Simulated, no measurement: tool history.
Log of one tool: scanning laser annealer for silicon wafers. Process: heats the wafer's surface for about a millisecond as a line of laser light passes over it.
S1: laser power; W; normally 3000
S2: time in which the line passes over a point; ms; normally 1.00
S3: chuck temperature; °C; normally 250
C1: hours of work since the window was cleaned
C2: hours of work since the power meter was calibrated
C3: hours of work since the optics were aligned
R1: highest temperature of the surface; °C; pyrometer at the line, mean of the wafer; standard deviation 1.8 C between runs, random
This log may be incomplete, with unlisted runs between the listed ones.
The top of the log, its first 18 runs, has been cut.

run 19 hour=137.9 | S1=3000 S2=0.91 S3=250 | C1=118 C2=173 C3=443 | R1=976
run 20 hour=146.7 | S1=3000 S2=0.91 S3=250 | C1=125 C2=180 C3=450 | R1=974
run 21 hour=153.2 | S1=3286 S2=1.00 S3=250 | C1=130 C2=185 C3=455 | R1=1074
run 22 hour=157.5 | S1=3286 S2=0.73 S3=275 | C1=133 C2=188 C3=458 | R1=989
run 23 hour=163.6 | S1=2562 S2=0.72 S3=220 | C1=138 C2=193 C3=463 | R1=777
-- hour=169.2 optics aligned, line set to its width
run 24 hour=176.0 | S1=2770 S2=0.72 S3=290 | C1=144 C2=199 C3=5 | R1=892
run 25 hour=185.5 | S1=3210 S2=0.84 S3=245 | C1=151 C2=206 C3=13 | R1=988
run 26 hour=194.5 | S1=2769 S2=0.90 S3=250 | C1=158 C2=213 C3=19 | R1=918
run 27 hour=202.2 | S1=2769 S2=0.90 S3=250 | C1=164 C2=219 C3=25 | R1=919
run 28 hour=210.2 | S1=2769 S2=0.90 S3=250 | C1=170 C2=225 C3=31 | R1=920
-- hour=217.1 optics aligned, line set to its width, once more
run 29 hour=220.7 | S1=2769 S2=0.90 S3=250 | C1=174 C2=229 C3=3 | R1=918
run 30 hour=230.6 | S1=2769 S2=0.90 S3=250 | C1=182 C2=237 C3=10 | R1=917
run 31 hour=235.4 | S1=3000 S2=1.02 S3=282 | C1=185 C2=240 C3=14 | R1=1047
run 32 hour=243.5 | S1=3000 S2=1.02 S3=247 | C1=192 C2=247 C3=20 | R1=1011
run 33 hour=250.9 | S1=3000 S2=1.02 S3=247 | C1=197 C2=252 C3=26 | R1=1014
run 34 hour=257.7 | S1=3000 S2=1.02 S3=247 | C1=202 C2=257 C3=31 | R1=1010
run 35 hour=265.8 | S1=2973 S2=0.89 S3=265 | C1=209 C2=264 C3=37 | R1=975
run 36 hour=272.9 | S1=3000 S2=1.20 S3=250 | C1=214 C2=269 C3=43 | R1=1072
run 37 hour=282.5 | S1=3000 S2=0.74 S3=290 | C1=221 C2=277 C3=50 | R1=945
run 38 hour=287.0 | S1=2661 S2=1.08 S3=250 | C1=225 C2=280 C3=54 | R1=947
run 39 hour=292.7 | S1=3133 S2=1.08 S3=229 | C1=229 C2=284 C3=58 | R1=1040
run 40 hour=302.1 | S1=2659 S2=1.09 S3=230 | C1=236 C2=292 C3=65 | R1=928
run 41 hour=310.1 | S1=3213 S2=0.87 S3=250 | C1=243 C2=298 C3=71 | R1=1003

Branching from run 41: 3 alternative next runs. What would each branch give?
run A hour=314.4 | S1=3000 S2=0.73 S3=243 | C1=246 C2=301 C3=75 | R1=?
run B hour=314.4 | S1=3213 S2=0.87 S3=221 | C1=246 C2=301 C3=75 | R1=?
run C hour=314.4 | S1=3213 S2=1.19 S3=232 | C1=246 C2=301 C3=75 | R1=?

run=A R1=893
run=B R1=976
run=C R1=1104
With no hidden state in the tool, these same runs would have given:
run=A R1=907
run=B R1=991
run=C R1=1121
